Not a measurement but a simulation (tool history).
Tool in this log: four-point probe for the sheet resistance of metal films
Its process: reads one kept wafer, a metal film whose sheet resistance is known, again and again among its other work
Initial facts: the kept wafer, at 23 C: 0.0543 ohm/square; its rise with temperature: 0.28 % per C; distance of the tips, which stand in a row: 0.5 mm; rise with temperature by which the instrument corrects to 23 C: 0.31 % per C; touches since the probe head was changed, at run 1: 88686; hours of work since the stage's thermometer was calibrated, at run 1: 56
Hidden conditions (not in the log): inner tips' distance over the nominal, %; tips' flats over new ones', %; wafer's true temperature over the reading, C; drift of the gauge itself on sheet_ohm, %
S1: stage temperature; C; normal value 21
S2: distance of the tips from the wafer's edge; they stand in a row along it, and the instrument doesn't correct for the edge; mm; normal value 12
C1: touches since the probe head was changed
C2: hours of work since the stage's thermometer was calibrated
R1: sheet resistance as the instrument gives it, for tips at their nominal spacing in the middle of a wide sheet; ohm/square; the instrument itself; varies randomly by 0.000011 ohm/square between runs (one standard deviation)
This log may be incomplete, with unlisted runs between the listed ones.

run,hour,S1,S2,C1,C2,R1
1,0.0,21,12,88686,56,0.053980
2,29.8,21,24,89695,69,0.053963
3,42.6,21,24,90126,74,0.053968
4,56.7,21,12,90602,80,0.053992
5,87.6,21,12,91649,94,0.053991
6,113.8,21,12,92534,105,0.053991
7,137.0,21,12,93318,115,0.053980
8,152.6,21,12,93845,122,0.053976
9,178.2,21,12,94711,133,0.053986
10,194.0,21,12,95244,140,0.053974
11,217.5,21,12,96040,150,0.053986
12,248.2,21,12,97077,163,0.053976
13,271.6,21,12,97869,173,0.053962
14,298.6,21,12,98782,185,0.053958
15,312.8,21,12,99261,191,0.053959
16,339.0,21,3,100148,202,0.054720
17,360.8,21,3,100883,211,0.054706
18,378.7,21,3,101489,219,0.054716
19,410.4,30,12,102561,233,0.053778
20,431.3,30,12,103268,242,0.053774
21,451.6,20,12,103953,251,0.053963
22,470.8,21,14,104603,259,0.053938
23,484.9,30,14,105082,265,0.053758
24,500.0,19,5,105591,271,0.054251
25,518.5,21,22,106217,279,0.053908
# hour 537.1: new probe head fitted
26,549.4,30,16,414,292,0.054113
27,568.2,30,8,1052,300,0.054210
28,596.9,26,45,2021,313,0.054147
29,612.0,35,4,2532,319,0.054414
30,639.7,21,4,3468,331,0.054704
31,653.7,21,4,3942,337,0.054716
32,675.4,32,47,4673,347,0.054016
33,700.3,28,24,5517,357,0.054136
34,724.6,28,24,6338,368,0.054110
35,740.9,28,24,6889,375,0.054107
36,767.5,28,24,7789,386,0.054116
37,796.5,28,24,8768,399,0.054102
38,817.5,24,38,9478,408,0.054209
39,833.7,25,26,10025,415,0.054181
40,849.2,25,26,10552,421,0.054172
41,875.9,25,26,11452,433,0.054153
42,901.6,29,20,12321,444,0.054118
43,930.8,29,9,13311,457,0.054166
44,945.7,29,9,13812,463,0.054143

For each entry between runs, how does the tool's hidden state at the last listed run before it compare with that at the first listed run after it?
Run 25 -> run 26: new probe head fitted (hour 537.1)
  inner tips' distance over the nominal, %: -0.767 -> -0.144; tips' flats over new ones', %: 132 -> 1
  measured result minus the result with no hidden state, R1: -0.000444 -> -0.000078 ohm/square

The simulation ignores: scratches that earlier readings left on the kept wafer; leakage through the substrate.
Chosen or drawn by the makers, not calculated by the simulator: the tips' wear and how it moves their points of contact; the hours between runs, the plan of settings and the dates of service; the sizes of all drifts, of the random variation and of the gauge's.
